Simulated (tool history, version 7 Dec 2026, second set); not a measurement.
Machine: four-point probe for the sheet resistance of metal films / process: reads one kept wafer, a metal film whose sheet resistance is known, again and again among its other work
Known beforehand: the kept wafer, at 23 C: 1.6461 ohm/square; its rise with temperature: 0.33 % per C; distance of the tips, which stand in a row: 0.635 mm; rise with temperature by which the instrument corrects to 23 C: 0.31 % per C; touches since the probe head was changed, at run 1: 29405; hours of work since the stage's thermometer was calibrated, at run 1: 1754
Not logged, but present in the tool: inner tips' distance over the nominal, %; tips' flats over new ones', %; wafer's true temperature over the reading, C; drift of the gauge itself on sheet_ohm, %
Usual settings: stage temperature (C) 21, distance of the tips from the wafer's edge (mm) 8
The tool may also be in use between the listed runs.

run      day  stage temperature (C)  distance of the tips from the wafer's edge (mm)  touches since the probe head was changed  hours of work since the stage's thermometer was calibrated  sheet resistance as the instrument gives it (ohm/square)
  1        0                     21                                                8                                     29405                                                        1754                                                  1.643905
  2    3.054                     21                                                8                                     31771                                                        1808                                                  1.642939
  3    6.012                     21                                                8                                     34068                                                        1860                                                  1.642104
  4    8.696                     21                                                8                                     36146                                                        1908                                                  1.641932
  5   11.942                     21                                                8                                     38662                                                        1965                                                  1.641341
  6   13.912                     20                                                8                                     40191                                                        2000                                                  1.640903
  7   17.421                     20                                                8                                     42910                                                        2062                                                  1.640044
  8   19.821                     20                                                8                                     44772                                                        2105                                                  1.639538
  9     22.1                     20                                                8                                     46540                                                        2145                                                  1.638955
 10   23.871                     18                                                8                                     47912                                                        2177                                                  1.637983
 11   25.558                     21                                               40                                     49221                                                        2207                                                   1.63333
 12   27.296                     21                                                8                                     50566                                                        2237                                                  1.638389
 13   29.458                     21                                                5                                     52242                                                        2276                                                  1.646566
 14   32.217                     21                                                5                                     54381                                                        2325                                                  1.645892
 15   33.758                     21                                                5                                     55577                                                        2352                                                  1.646121
 16   36.733                     21                                                5                                     57883                                                        2405                                                  1.645288
 17   40.162                     21                                                5                                     60543                                                        2465                                                  1.644524
      40.475  -- stage's thermometer calibrated
 18   43.004                     21                                                5                                     62730                                                          45                                                  1.642669
 19   45.088                     21                                                5                                     64345                                                          82                                                  1.642708
 20   46.633                     21                                                5                                     65542                                                         109                                                  1.642905
      48.842  -- stage's thermometer calibrated, once more
 21   49.667                     21                                                5                                     67880                                                          15                                                  1.648227
 22   52.088                     21                                                5                                     69757                                                          58                                                  1.647373
 23   53.721                     21                                                5                                     71021                                                          86                                                  1.647077
 24   57.133                     25                                               10                                     73669                                                         147                                                  1.636994
 25   60.471                     34                                                3                                     76254                                                         206                                                  1.673443
 26   62.933                     22                                               11                                     78163                                                         250                                                  1.634167
      65.838  -- new probe head fitted
 27   65.938                     22                                                7                                        77                                                         302                                                   1.64862
 28   69.496                     22                                                7                                      2836                                                         365                                                  1.648344
 29   71.267                     22                                                7                                      4210                                                         397                                                  1.647078
 30   74.046                     22                                                7                                      6364                                                         446                                                  1.646893
 31   76.612                     34                                               38                                      8353                                                         491                                                  1.642505
 32   79.392                     21                                               57                                     10508                                                         541                                                  1.638196
 33   81.958                     21                                               57                                     12497                                                         586                                                  1.638415
 34    83.95                     35                                               16                                     14042                                                         621                                                  1.642421
 35    87.65                     33                                                6                                     16909                                                         687                                                  1.649839
 36   89.438                     21                                               24                                     18298                                                         719                                                  1.637053
 37    92.55                     34                                               16                                     20709                                                         774                                                  1.641012
 38   95.242                     20                                                4                                     22794                                                         822                                                  1.657835
 39   98.946                     20                                               55                                     25666                                                         887                                                  1.635725
 40  100.758                     26                                               25                                     27072                                                         919                                                   1.63686
 41  102.933                     27                                               66                                     28759                                                         958                                                   1.63643
 42  104.433                     27                                               66                                     29923                                                         985                                                  1.636175
 43  107.967                     27                                                5                                     32663                                                        1047                                                  1.649185
 44  110.967                     27                                                5                                     34987                                                        1100                                                   1.64806
 45  114.425                     19                                               19                                     37669                                                        1162                                                   1.63355
 46   116.75                     27                                               51                                     39472                                                        1203                                                    1.6333

Predict each of these 3 candidate next runs independently; none follows another, all start after run 46:
  A  119.912                     22                                               42                                     41924                                                        1259                                                         ?
  B  119.912                     30                                                8                                     41924                                                        1259                                                         ?
  C  119.912                     24                                                8                                     41924                                                        1259                                                         ?

run  sheet resistance as the instrument gives it (ohm/square)
  A                                                  1.632351
  B                                                  1.639072
  C                                                  1.637675
The same runs, with their run-to-run variation unchanged, on a tool lacking any hidden condition would have given:
run  sheet resistance as the instrument gives it (ohm/square)
  A                                                  1.646415
  B                                                  1.653127
  C                                                  1.651766

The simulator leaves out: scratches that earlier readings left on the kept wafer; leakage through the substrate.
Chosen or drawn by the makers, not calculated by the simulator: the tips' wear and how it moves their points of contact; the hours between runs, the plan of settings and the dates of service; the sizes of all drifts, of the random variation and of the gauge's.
